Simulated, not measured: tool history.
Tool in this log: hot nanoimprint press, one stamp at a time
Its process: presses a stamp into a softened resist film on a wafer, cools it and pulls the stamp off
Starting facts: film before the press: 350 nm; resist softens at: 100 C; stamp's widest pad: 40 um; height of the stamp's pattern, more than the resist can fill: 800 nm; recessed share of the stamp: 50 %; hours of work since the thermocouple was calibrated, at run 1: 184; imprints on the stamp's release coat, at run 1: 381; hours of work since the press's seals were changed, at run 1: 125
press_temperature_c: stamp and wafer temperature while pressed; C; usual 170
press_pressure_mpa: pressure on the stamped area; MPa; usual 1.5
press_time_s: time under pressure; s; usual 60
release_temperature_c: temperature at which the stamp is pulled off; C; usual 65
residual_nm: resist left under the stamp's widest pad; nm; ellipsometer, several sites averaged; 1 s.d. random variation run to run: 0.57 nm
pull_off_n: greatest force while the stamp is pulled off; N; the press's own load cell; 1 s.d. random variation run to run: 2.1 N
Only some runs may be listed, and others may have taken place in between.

run,hour,press_temperature_c,press_pressure_mpa,press_time_s,release_temperature_c,hours of work since the thermocouple was calibrated,imprints on the stamp's release coat,hours of work since the press's seals were changed,residual_nm,pull_off_n
1,0,170,1.5,60,65,184,381,125,188.8,100
2,11.2,170,1.5,60,65,191,429,131,189,101
3,23.1,170,1.05,60,65,198,480,138,224.5,100
4,30,170,1.05,60,65,202,510,142,225.4,100
5,36.9,170,1.05,60,65,206,539,146,224.2,106
6,45.9,170,1.5,60,73,211,577,152,188.2,94
7,52.6,170,1.5,60,65,215,606,155,188.1,109
8,63.6,170,1.5,60,65,221,653,162,187.9,112
9,73.2,170,1.5,43,65,227,694,168,206.3,106
10,80.5,170,1.5,43,65,231,725,172,207,112
11,91.5,170,1.5,43,65,238,772,178,205.6,106
# hour 95.3: plate thermocouple calibrated
12,106.5,170,1.5,43,65,7,824,185,203.6,112
13,111.6,173,1.5,60,65,10,845,188,168,106
14,117,165,1.34,60,65,13,869,191,229.6,110
15,129.4,165,1.34,60,65,20,922,199,229.3,108
# hour 136: plate thermocouple calibrated, once more
16,139.1,165,1.34,60,65,2,950,203,241.3,107
17,150.5,172,1.07,94,65,8,999,209,190.7,117
18,161.4,167,1.5,73,63,15,1046,216,203.8,121
19,171,171,1.5,107,71,20,1087,221,158,107
20,176.4,178,1.28,98,65,24,1110,224,139,120
21,184.5,170,1.27,117,65,28,1145,229,173.4,122

Some steps in residual_nm, run to run, broken into two amounts with sign: the step expected even without the hidden condition (settings, incoming material, random variation), and the rest, left for the hidden condition together with whatever gauge scatter is not in both the measured and the hidden-condition-free result:
Hidden conditions of the tool in this case: true temperature over the reading, C; pressure that arrives at the usual setting, %; grip of the stamp's worn release coat, % over a new coat's; drift of the gauge itself on residual_nm, %; drift of the gauge itself on pull_off_n, %.
Run 11 -> 12: plate thermocouple calibrated. residual_nm -2 nm: hidden state -2, all else +0.
Run 13 -> 14: press_temperature_c 173 -> 165, press_pressure_mpa 1.5 -> 1.34. residual_nm +61.6 nm: hidden state -1.8, all else +63.4.
Run 15 -> 16: plate thermocouple calibrated, once more. residual_nm +12 nm: hidden state +10.7, all else +1.3.
Run 16 -> 17: press_temperature_c 165 -> 172, press_pressure_mpa 1.34 -> 1.07, press_time_s 60 -> 94. residual_nm -50.6 nm: hidden state -0.4, all else -50.2.
